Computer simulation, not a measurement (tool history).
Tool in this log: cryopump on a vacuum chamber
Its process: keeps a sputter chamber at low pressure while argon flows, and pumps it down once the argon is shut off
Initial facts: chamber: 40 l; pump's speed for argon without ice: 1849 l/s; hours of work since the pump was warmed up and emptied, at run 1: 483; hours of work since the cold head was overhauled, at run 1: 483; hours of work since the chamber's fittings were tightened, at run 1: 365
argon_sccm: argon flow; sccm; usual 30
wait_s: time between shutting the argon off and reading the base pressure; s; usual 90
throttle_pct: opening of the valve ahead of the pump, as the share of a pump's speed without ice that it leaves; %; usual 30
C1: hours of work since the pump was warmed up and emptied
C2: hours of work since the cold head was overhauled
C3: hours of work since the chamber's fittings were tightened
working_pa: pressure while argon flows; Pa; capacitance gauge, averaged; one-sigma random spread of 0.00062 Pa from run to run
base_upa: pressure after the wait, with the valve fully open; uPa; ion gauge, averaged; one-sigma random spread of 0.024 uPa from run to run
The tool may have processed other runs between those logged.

{"run": 1, "hour": 0.0, "argon_sccm": 30, "wait_s": 90, "throttle_pct": 30, "C1": 483, "C2": 483, "C3": 365, "working_pa": 0.0972, "base_upa": 1.36}
{"run": 2, "hour": 83.6, "argon_sccm": 30, "wait_s": 90, "throttle_pct": 30, "C1": 536, "C2": 536, "C3": 419, "working_pa": 0.0986, "base_upa": 1.5}
{"run": 3, "hour": 152.9, "argon_sccm": 30, "wait_s": 90, "throttle_pct": 30, "C1": 581, "C2": 581, "C3": 463, "working_pa": 0.0981, "base_upa": 1.5}
{"run": 4, "hour": 244.7, "argon_sccm": 30, "wait_s": 90, "throttle_pct": 30, "C1": 639, "C2": 639, "C3": 521, "working_pa": 0.0993, "base_upa": 1.55}
{"run": 5, "hour": 314.3, "argon_sccm": 30, "wait_s": 90, "throttle_pct": 30, "C1": 683, "C2": 683, "C3": 566, "working_pa": 0.1008, "base_upa": 1.68}
{"run": 6, "hour": 410.3, "argon_sccm": 30, "wait_s": 90, "throttle_pct": 30, "C1": 745, "C2": 745, "C3": 627, "working_pa": 0.1015, "base_upa": 1.78}
{"run": 7, "hour": 518.1, "argon_sccm": 44, "wait_s": 90, "throttle_pct": 30, "C1": 813, "C2": 813, "C3": 696, "working_pa": 0.151, "base_upa": 1.91}
{"hour": 533.4, "done": "pump warmed up, emptied and cooled again"}
{"run": 8, "hour": 603.7, "argon_sccm": 44, "wait_s": 90, "throttle_pct": 30, "C1": 45, "C2": 865, "C3": 747, "working_pa": 0.1356, "base_upa": 1.6}
{"run": 9, "hour": 660.9, "argon_sccm": 44, "wait_s": 28, "throttle_pct": 30, "C1": 81, "C2": 901, "C3": 783, "working_pa": 0.1374, "base_upa": 3.46}
{"run": 10, "hour": 734.3, "argon_sccm": 44, "wait_s": 28, "throttle_pct": 30, "C1": 128, "C2": 948, "C3": 830, "working_pa": 0.1383, "base_upa": 3.53}
{"run": 11, "hour": 808.6, "argon_sccm": 30, "wait_s": 90, "throttle_pct": 30, "C1": 175, "C2": 995, "C3": 877, "working_pa": 0.0944, "base_upa": 1.84}
{"run": 12, "hour": 861.7, "argon_sccm": 30, "wait_s": 90, "throttle_pct": 30, "C1": 209, "C2": 1029, "C3": 911, "working_pa": 0.0942, "base_upa": 1.81}
{"run": 13, "hour": 930.0, "argon_sccm": 30, "wait_s": 90, "throttle_pct": 30, "C1": 253, "C2": 1073, "C3": 955, "working_pa": 0.0947, "base_upa": 1.96}
{"run": 14, "hour": 1018.3, "argon_sccm": 30, "wait_s": 90, "throttle_pct": 30, "C1": 309, "C2": 1129, "C3": 1011, "working_pa": 0.0953, "base_upa": 2}
{"run": 15, "hour": 1132.7, "argon_sccm": 30, "wait_s": 90, "throttle_pct": 30, "C1": 382, "C2": 1202, "C3": 1084, "working_pa": 0.0971, "base_upa": 2.07}
{"run": 16, "hour": 1214.9, "argon_sccm": 30, "wait_s": 90, "throttle_pct": 30, "C1": 434, "C2": 1254, "C3": 1136, "working_pa": 0.0968, "base_upa": 2.27}
{"run": 17, "hour": 1322.1, "argon_sccm": 30, "wait_s": 90, "throttle_pct": 33, "C1": 503, "C2": 1323, "C3": 1205, "working_pa": 0.0903, "base_upa": 2.32}
{"run": 18, "hour": 1382.8, "argon_sccm": 30, "wait_s": 90, "throttle_pct": 33, "C1": 541, "C2": 1361, "C3": 1243, "working_pa": 0.0902, "base_upa": 2.34}
{"run": 19, "hour": 1449.6, "argon_sccm": 17, "wait_s": 24, "throttle_pct": 57, "C1": 584, "C2": 1404, "C3": 1286, "working_pa": 0.032, "base_upa": 4.65}
{"hour": 1495.3, "done": "leaking fittings of the chamber tightened, without venting"}
{"run": 20, "hour": 1545.0, "argon_sccm": 26, "wait_s": 38, "throttle_pct": 32, "C1": 643, "C2": 1463, "C3": 32, "working_pa": 0.0817, "base_upa": 2.17}
{"run": 21, "hour": 1656.5, "argon_sccm": 13, "wait_s": 296, "throttle_pct": 27, "C1": 715, "C2": 1534, "C3": 103, "working_pa": 0.049, "base_upa": 0.6}
{"run": 22, "hour": 1771.8, "argon_sccm": 13, "wait_s": 296, "throttle_pct": 27, "C1": 788, "C2": 1608, "C3": 176, "working_pa": 0.0497, "base_upa": 0.72}
{"hour": 1827.0, "done": "pump warmed up, emptied and cooled again"}
{"run": 23, "hour": 1890.7, "argon_sccm": 47, "wait_s": 90, "throttle_pct": 32, "C1": 41, "C2": 1681, "C3": 249, "working_pa": 0.1349, "base_upa": 1.17}
{"run": 24, "hour": 1947.4, "argon_sccm": 49, "wait_s": 90, "throttle_pct": 24, "C1": 77, "C2": 1717, "C3": 285, "working_pa": 0.1898, "base_upa": 1.19}

Alternative continuations, all from the tool just after run 24; predict every row:
{"run": "A", "hour": 2009.0, "argon_sccm": 34, "wait_s": 137, "throttle_pct": 24, "C1": 116, "C2": 1756, "C3": 324, "working_pa": "?", "base_upa": "?"}
{"run": "B", "hour": 2009.0, "argon_sccm": 56, "wait_s": 93, "throttle_pct": 17, "C1": 116, "C2": 1756, "C3": 324, "working_pa": "?", "base_upa": "?"}
{"run": "C", "hour": 2009.0, "argon_sccm": 30, "wait_s": 136, "throttle_pct": 30, "C1": 116, "C2": 1756, "C3": 324, "working_pa": "?", "base_upa": "?"}
{"run": "D", "hour": 2009.0, "argon_sccm": 28, "wait_s": 116, "throttle_pct": 58, "C1": 116, "C2": 1756, "C3": 324, "working_pa": "?", "base_upa": "?"}
{"run": "E", "hour": 2009.0, "argon_sccm": 19, "wait_s": 90, "throttle_pct": 18, "C1": 116, "C2": 1756, "C3": 324, "working_pa": "?", "base_upa": "?"}

run=A working_pa=0.1319 base_upa=1.02
run=B working_pa=0.3049 base_upa=1.23
run=C working_pa=0.0944 base_upa=1.01
run=D working_pa=0.0463 base_upa=1.08
run=E working_pa=0.0968 base_upa=1.28
The same runs, with their run-to-run variation unchanged, on a tool lacking any hidden condition would have given:
run=A working_pa=0.1296 base_upa=0.68
run=B working_pa=0.3012 base_upa=0.9
run=C working_pa=0.0923 base_upa=0.68
run=D working_pa=0.0444 base_upa=0.75
run=E working_pa=0.0955 base_upa=0.95
